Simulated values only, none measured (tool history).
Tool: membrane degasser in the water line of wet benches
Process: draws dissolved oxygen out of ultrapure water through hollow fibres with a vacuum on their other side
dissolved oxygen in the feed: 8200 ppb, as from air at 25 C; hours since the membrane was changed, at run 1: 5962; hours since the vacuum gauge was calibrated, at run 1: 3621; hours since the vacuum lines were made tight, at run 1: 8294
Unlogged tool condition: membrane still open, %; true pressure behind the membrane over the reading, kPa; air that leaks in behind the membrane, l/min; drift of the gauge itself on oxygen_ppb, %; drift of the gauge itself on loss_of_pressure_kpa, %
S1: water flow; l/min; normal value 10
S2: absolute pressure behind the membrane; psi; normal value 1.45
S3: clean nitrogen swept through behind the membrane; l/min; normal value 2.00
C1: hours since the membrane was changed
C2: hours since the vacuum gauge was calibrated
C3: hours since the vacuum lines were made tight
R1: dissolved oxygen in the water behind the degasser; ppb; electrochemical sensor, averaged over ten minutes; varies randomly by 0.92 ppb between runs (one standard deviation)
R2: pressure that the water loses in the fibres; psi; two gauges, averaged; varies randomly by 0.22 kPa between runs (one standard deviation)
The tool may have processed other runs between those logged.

run     day  S1    S2    S3    C1    C2    C3     R1      R2
  1   0.000  10  1.45  2.00  5962  3621  8294   91.8   7.717
  2   5.129  10  1.45  3.16  6085  3744  8417   62.7   7.636
  3  10.154  10  1.45  3.16  6205  3865  8537   60.9   7.632
  4  17.629  10  1.45  2.72  6385  4044  8717   72.0   7.638
  5  21.696  10  1.45  1.06  6482  4142  8814  163.1   7.606
     22.988  -- vacuum gauge calibrated
  6  28.038  10  2.96  1.06  6634   121  8966  384.5   7.681
  7  32.754  10  1.22  2.69  6747   234  9079   55.1   7.684
  8  37.983  15  1.80  1.09  6873   360  9205  314.0  11.509
  9  41.579   6  1.38  2.00  6959   446  9291   50.3   4.627
 10  49.167  15  1.64  2.00  7141   628  9473  169.1  11.562

Consider 3 possible next runs. They are alternatives, not a sequence: every one starts from the tool as it was left by run 10. What does each give?
  A  52.329  11  1.19  2.17  7217  704  9549   ?   ?
  B  52.329  10  2.13  2.12  7217  704  9549   ?   ?
  C  52.329  16  2.47  1.38  7217  704  9549   ?   ?

run     R1      R2
  A   73.5   8.414
  B  142.7   7.680
  C  398.8  12.292
Had the tool no hidden state, the same runs would have come out as:
run     R1      R2
  A   70.1   8.160
  B  136.8   7.446
  C  388.0  11.921

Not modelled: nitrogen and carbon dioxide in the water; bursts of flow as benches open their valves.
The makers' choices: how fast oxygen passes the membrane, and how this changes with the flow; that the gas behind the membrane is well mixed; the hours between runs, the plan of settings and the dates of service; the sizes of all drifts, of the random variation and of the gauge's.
